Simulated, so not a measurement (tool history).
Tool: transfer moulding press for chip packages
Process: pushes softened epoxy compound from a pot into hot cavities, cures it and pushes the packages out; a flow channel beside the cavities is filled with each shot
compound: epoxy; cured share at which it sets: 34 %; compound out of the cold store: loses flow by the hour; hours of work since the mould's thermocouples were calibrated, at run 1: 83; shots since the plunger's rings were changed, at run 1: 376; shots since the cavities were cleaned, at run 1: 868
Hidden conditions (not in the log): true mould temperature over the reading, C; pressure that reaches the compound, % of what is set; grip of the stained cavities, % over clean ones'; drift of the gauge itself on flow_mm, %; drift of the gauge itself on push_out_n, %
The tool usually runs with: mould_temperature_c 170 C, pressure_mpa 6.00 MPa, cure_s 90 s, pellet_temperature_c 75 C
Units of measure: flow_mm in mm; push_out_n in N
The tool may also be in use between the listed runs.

| run | day | mould_temperature_c | pressure_mpa | cure_s | pellet_temperature_c | hours of work since the mould's thermocouples were calibrated | shots since the plunger's rings were changed | shots since the cavities were cleaned | incoming compound's hours out of the cold store | flow_mm | push_out_n |
|---|---|---|---|---|---|---|---|---|---|---|---|
| 1 | 0.000 | 170 | 6.00 | 90 | 75 | 83 | 376 | 868 | 24.6 | 894 | 495 |
|  | 0.454 | cavities cleaned with cleaning compound and waxed |
| 2 | 1.033 | 170 | 6.00 | 78 | 75 | 100 | 695 | 191 | 17.2 | 933 | 471 |
| 3 | 1.904 | 170 | 6.00 | 78 | 75 | 115 | 983 | 479 | 36.8 | 820 | 528 |
| 4 | 2.950 | 170 | 6.00 | 78 | 75 | 133 | 1329 | 825 | 32.7 | 834 | 654 |
|  | 3.550 | cavities cleaned with cleaning compound and waxed |
| 5 | 4.017 | 170 | 6.00 | 90 | 75 | 150 | 1661 | 155 | 14.8 | 911 | 348 |
| 6 | 4.646 | 170 | 6.00 | 90 | 75 | 160 | 1868 | 362 | 45.4 | 768 | 393 |
| 7 | 5.600 | 165 | 6.00 | 90 | 75 | 177 | 2182 | 676 | 26.8 | 863 | 652 |
|  | 6.617 | cavities cleaned with cleaning compound and waxed |
| 8 | 6.621 | 165 | 5.44 | 90 | 75 | 193 | 2499 | 1 | 29.1 | 797 | 350 |
| 9 | 7.712 | 165 | 5.44 | 90 | 75 | 212 | 2860 | 362 | 33.8 | 769 | 557 |
| 10 | 8.471 | 170 | 6.00 | 100 | 75 | 225 | 3110 | 612 | 23.4 | 848 | 408 |
| 11 | 9.008 | 170 | 6.00 | 100 | 75 | 234 | 3287 | 789 | 31.7 | 803 | 404 |
|  | 9.742 | cavities cleaned with cleaning compound and waxed |
| 12 | 9.792 | 170 | 6.00 | 100 | 75 | 246 | 3525 | 16 | 27.3 | 828 | 215 |
| 13 | 10.892 | 170 | 6.00 | 90 | 78 | 265 | 3889 | 380 | 33.8 | 795 | 380 |
| 14 | 11.883 | 170 | 6.00 | 90 | 75 | 282 | 4216 | 707 | 28.0 | 805 | 487 |
|  | 12.812 | cavities cleaned with cleaning compound and waxed |
| 15 | 13.021 | 170 | 6.00 | 90 | 75 | 300 | 4570 | 68 | 28.0 | 787 | 271 |
| 16 | 13.642 | 170 | 6.00 | 90 | 83 | 311 | 4775 | 273 | 37.9 | 748 | 340 |
| 17 | 14.638 | 173 | 6.00 | 90 | 72 | 328 | 5104 | 602 | 25.0 | 813 | 390 |
|  | 15.279 | plunger's sealing rings changed |
| 18 | 15.779 | 175 | 7.05 | 92 | 81 | 346 | 166 | 945 | 8.2 | 1016 | 397 |
|  | 15.942 | mould's thermocouples calibrated |
|  | 16.075 | cavities cleaned with cleaning compound and waxed |
| 19 | 17.062 | 175 | 6.00 | 90 | 75 | 18 | 541 | 326 | 32.0 | 841 | 321 |
| 20 | 17.625 | 175 | 6.24 | 90 | 66 | 28 | 727 | 512 | 21.4 | 914 | 380 |
| 21 | 18.783 | 170 | 6.00 | 84 | 75 | 47 | 1108 | 893 | 25.9 | 870 | 599 |
|  | 19.162 | cavities cleaned with cleaning compound and waxed |
| 22 | 19.450 | 173 | 6.00 | 90 | 75 | 58 | 1309 | 95 | 25.9 | 869 | 253 |
| 23 | 20.292 | 175 | 6.36 | 94 | 68 | 72 | 1586 | 372 | 13.2 | 947 | 332 |
| 24 | 21.000 | 170 | 4.95 | 90 | 75 | 84 | 1819 | 605 | 18.8 | 809 | 496 |
| 25 | 21.962 | 170 | 6.00 | 115 | 66 | 101 | 2137 | 923 | 38.3 | 801 | 387 |
|  | 22.229 | cavities cleaned with cleaning compound and waxed |
| 26 | 22.646 | 170 | 6.00 | 115 | 66 | 111 | 2343 | 138 | 16.8 | 895 | 260 |
| 27 | 23.512 | 170 | 6.60 | 115 | 69 | 126 | 2628 | 423 | 16.6 | 948 | 328 |

Consider 5 possible next runs. They are alternatives, not a sequence: every one starts from the tool as it was left by run 27. What does each give?
| A | 24.567 | 170 | 6.60 | 115 | 66 | 144 | 2977 | 772 | 41.6 | ? | ? |
| B | 24.567 | 170 | 5.66 | 74 | 75 | 144 | 2977 | 772 | 15.1 | ? | ? |
| C | 24.567 | 170 | 5.94 | 90 | 75 | 144 | 2977 | 772 | 23.7 | ? | ? |
| D | 24.567 | 170 | 5.07 | 105 | 76 | 144 | 2977 | 772 | 21.1 | ? | ? |
| E | 24.567 | 170 | 4.74 | 96 | 75 | 144 | 2977 | 772 | 26.8 | ? | ? |

| run | flow_mm | push_out_n |
|---|---|---|
| A | 806 | 389 |
| B | 869 | 757 |
| C | 841 | 513 |
| D | 795 | 419 |
| E | 749 | 452 |
Had the tool no hidden state, the same runs would have come out as:
| run | flow_mm | push_out_n |
|---|---|---|
| A | 857 | 195 |
| B | 924 | 374 |
| C | 894 | 255 |
| D | 846 | 207 |
| E | 796 | 226 |
